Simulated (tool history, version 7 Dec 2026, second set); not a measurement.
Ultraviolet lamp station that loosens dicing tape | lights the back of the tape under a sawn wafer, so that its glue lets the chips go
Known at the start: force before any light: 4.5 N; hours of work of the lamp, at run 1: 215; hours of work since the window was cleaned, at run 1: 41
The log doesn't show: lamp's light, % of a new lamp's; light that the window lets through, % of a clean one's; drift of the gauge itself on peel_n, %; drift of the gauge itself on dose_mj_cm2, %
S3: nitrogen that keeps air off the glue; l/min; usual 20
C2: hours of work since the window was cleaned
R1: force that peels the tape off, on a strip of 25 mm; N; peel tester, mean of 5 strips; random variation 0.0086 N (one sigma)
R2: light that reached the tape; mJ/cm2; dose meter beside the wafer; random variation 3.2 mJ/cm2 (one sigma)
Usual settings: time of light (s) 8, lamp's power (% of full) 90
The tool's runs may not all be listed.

{"run": 1, "day": 0.0, "time of light (s)": 8, "lamp's power (% of full)": 90, "S3": 20, "hours of work of the lamp": 215, "C2": 41, "R1": 0.36, "R2": 512}
{"run": 2, "day": 0.562, "time of light (s)": 8, "lamp's power (% of full)": 90, "S3": 20, "hours of work of the lamp": 221, "C2": 47, "R1": 0.345, "R2": 509}
{"run": 3, "day": 1.492, "time of light (s)": 8, "lamp's power (% of full)": 90, "S3": 20, "hours of work of the lamp": 230, "C2": 56, "R1": 0.36, "R2": 514}
{"run": 4, "day": 2.221, "time of light (s)": 8, "lamp's power (% of full)": 90, "S3": 20, "hours of work of the lamp": 237, "C2": 63, "R1": 0.347, "R2": 513}
{"run": 5, "day": 3.179, "time of light (s)": 8, "lamp's power (% of full)": 90, "S3": 20, "hours of work of the lamp": 247, "C2": 72, "R1": 0.368, "R2": 510}
{"run": 6, "day": 3.925, "time of light (s)": 8, "lamp's power (% of full)": 90, "S3": 20, "hours of work of the lamp": 254, "C2": 80, "R1": 0.356, "R2": 512}
{"run": 7, "day": 4.629, "time of light (s)": 8, "lamp's power (% of full)": 90, "S3": 20, "hours of work of the lamp": 261, "C2": 87, "R1": 0.334, "R2": 509}
{"run": 8, "day": 5.512, "time of light (s)": 8, "lamp's power (% of full)": 90, "S3": 20, "hours of work of the lamp": 270, "C2": 96, "R1": 0.35, "R2": 510}
{"run": 9, "day": 6.367, "time of light (s)": 8, "lamp's power (% of full)": 90, "S3": 20, "hours of work of the lamp": 278, "C2": 104, "R1": 0.362, "R2": 507}
{"run": 10, "day": 7.092, "time of light (s)": 8, "lamp's power (% of full)": 90, "S3": 20, "hours of work of the lamp": 285, "C2": 111, "R1": 0.35, "R2": 514}
{"run": 11, "day": 7.825, "time of light (s)": 7, "lamp's power (% of full)": 63, "S3": 20, "hours of work of the lamp": 293, "C2": 118, "R1": 0.847, "R2": 314}
{"run": 12, "day": 8.417, "time of light (s)": 4, "lamp's power (% of full)": 79, "S3": 24, "hours of work of the lamp": 299, "C2": 124, "R1": 1.195, "R2": 226}
{"run": 13, "day": 9.412, "time of light (s)": 4, "lamp's power (% of full)": 79, "S3": 24, "hours of work of the lamp": 308, "C2": 134, "R1": 1.248, "R2": 224}
{"run": 14, "day": 10.133, "time of light (s)": 4, "lamp's power (% of full)": 79, "S3": 24, "hours of work of the lamp": 316, "C2": 141, "R1": 1.279, "R2": 225}
{"run": 15, "day": 11.15, "time of light (s)": 4, "lamp's power (% of full)": 79, "S3": 24, "hours of work of the lamp": 326, "C2": 151, "R1": 1.238, "R2": 220}
{"run": 16, "day": 12.258, "time of light (s)": 9, "lamp's power (% of full)": 60, "S3": 14, "hours of work of the lamp": 337, "C2": 162, "R1": 0.789, "R2": 393}
{"run": 17, "day": 12.888, "time of light (s)": 9, "lamp's power (% of full)": 60, "S3": 22, "hours of work of the lamp": 343, "C2": 168, "R1": 0.579, "R2": 383}
{"run": 18, "day": 13.825, "time of light (s)": 5, "lamp's power (% of full)": 80, "S3": 13, "hours of work of the lamp": 352, "C2": 178, "R1": 1.221, "R2": 283}
{"run": 19, "day": 14.629, "time of light (s)": 11, "lamp's power (% of full)": 77, "S3": 8, "hours of work of the lamp": 360, "C2": 186, "R1": 0.529, "R2": 598}
{"run": 20, "day": 15.408, "time of light (s)": 11, "lamp's power (% of full)": 77, "S3": 8, "hours of work of the lamp": 368, "C2": 193, "R1": 0.519, "R2": 604}

Forecast each of these 3 alternatives for the next run:
{"run": "A", "day": 16.171, "time of light (s)": 10, "lamp's power (% of full)": 90, "S3": 9, "hours of work of the lamp": 375, "C2": 201, "R1": "?", "R2": "?"}
{"run": "B", "day": 16.171, "time of light (s)": 5, "lamp's power (% of full)": 73, "S3": 11, "hours of work of the lamp": 375, "C2": 201, "R1": "?", "R2": "?"}
{"run": "C", "day": 16.171, "time of light (s)": 8, "lamp's power (% of full)": 90, "S3": 20, "hours of work of the lamp": 375, "C2": 201, "R1": "?", "R2": "?"}

run=A R1=0.431 R2=637
run=B R1=1.522 R2=263
run=C R1=0.347 R2=505
Without the tool's hidden state the same runs would have given:
run=A R1=0.429 R2=638
run=B R1=1.519 R2=264
run=C R1=0.346 R2=506
